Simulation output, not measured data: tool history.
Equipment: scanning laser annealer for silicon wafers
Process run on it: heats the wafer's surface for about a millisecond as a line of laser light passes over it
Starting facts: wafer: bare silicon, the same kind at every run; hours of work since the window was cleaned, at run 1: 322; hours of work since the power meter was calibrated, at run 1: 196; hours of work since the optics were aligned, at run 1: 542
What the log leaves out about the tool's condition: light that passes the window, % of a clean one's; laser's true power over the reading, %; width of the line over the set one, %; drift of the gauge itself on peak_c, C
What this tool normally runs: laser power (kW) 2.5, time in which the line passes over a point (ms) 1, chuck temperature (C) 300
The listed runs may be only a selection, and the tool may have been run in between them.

run	day	laser power (kW)	time in which the line passes over a point (ms)	chuck temperature (C)	hours of work since the window was cleaned	hours of work since the power meter was calibrated	hours of work since the optics were aligned	highest temperature of the surface (C)
1	0	2.5	1	300	322	196	542	988
2	0.208	2.5	1	300	325	199	545	985
3	0.575	2.5	0.84	300	330	203	550	916
4	0.946	2.5	0.84	300	334	208	554	920
5	1.35	2.5	0.84	300	339	213	559	920
6	1.721	2.5	1	300	344	218	564	987
7	2.179	2.5	1	300	349	223	570	985
8	2.425	2.5	1	300	353	227	573	986
9	2.646	2.5	1	303	355	229	575	989
10	2.962	2.5	1	303	359	233	579	992
11	3.242	2.5	1	322	363	237	583	1005
12	3.5	2.5	1	300	366	240	586	983
13	3.917	2.5	1	300	371	245	591	984
14	4.183	2.5	1	300	374	248	594	980
15	4.558	2.5	1	262	379	253	599	944
16	4.771	2.623	1	300	382	256	602	1015
17	5.079	2.623	1	300	386	260	606	1014
18	5.446	2.725	0.83	322	390	264	610	986
19	5.758	2.725	0.83	322	394	268	614	986
20	6.046	2.547	1	300	398	272	618	990
21	6.467	2.547	1.13	308	403	277	623	1056
22	6.783	2.547	1.13	308	407	281	627	1052
23	7.162	2.547	1.13	308	412	286	632	1049
24	7.579	2.322	1.13	286	417	291	637	967
25	7.833	2.5	1	302	420	294	640	982
26	8.133	2.5	1	302	424	298	644	981
27	8.467	2.5	1.07	312	428	302	648	1018
28	8.929	2.395	0.76	273	434	308	654	824
29	9.146	2.646	1.23	338	436	310	656	1146

How would selected steps in highest temperature of the surface (C) from run to run divide? Give the signed amount a tool lacking its hidden state would still show from settings, what came in and random variation, and the signed amount left for the hidden state, including any gauge scatter that is not in both of the compared results.
Run 27 -> 28: laser power (kW) 2.5 -> 2.395, time in which the line passes over a point (ms) 1.07 -> 0.76, chuck temperature (C) 312 -> 273. highest temperature of the surface (C) -194: hidden state +9, all else -203.
Run 28 -> 29: laser power (kW) 2.395 -> 2.646, time in which the line passes over a point (ms) 0.76 -> 1.23, chuck temperature (C) 273 -> 338. highest temperature of the surface (C) +322: hidden state -15, all else +337.
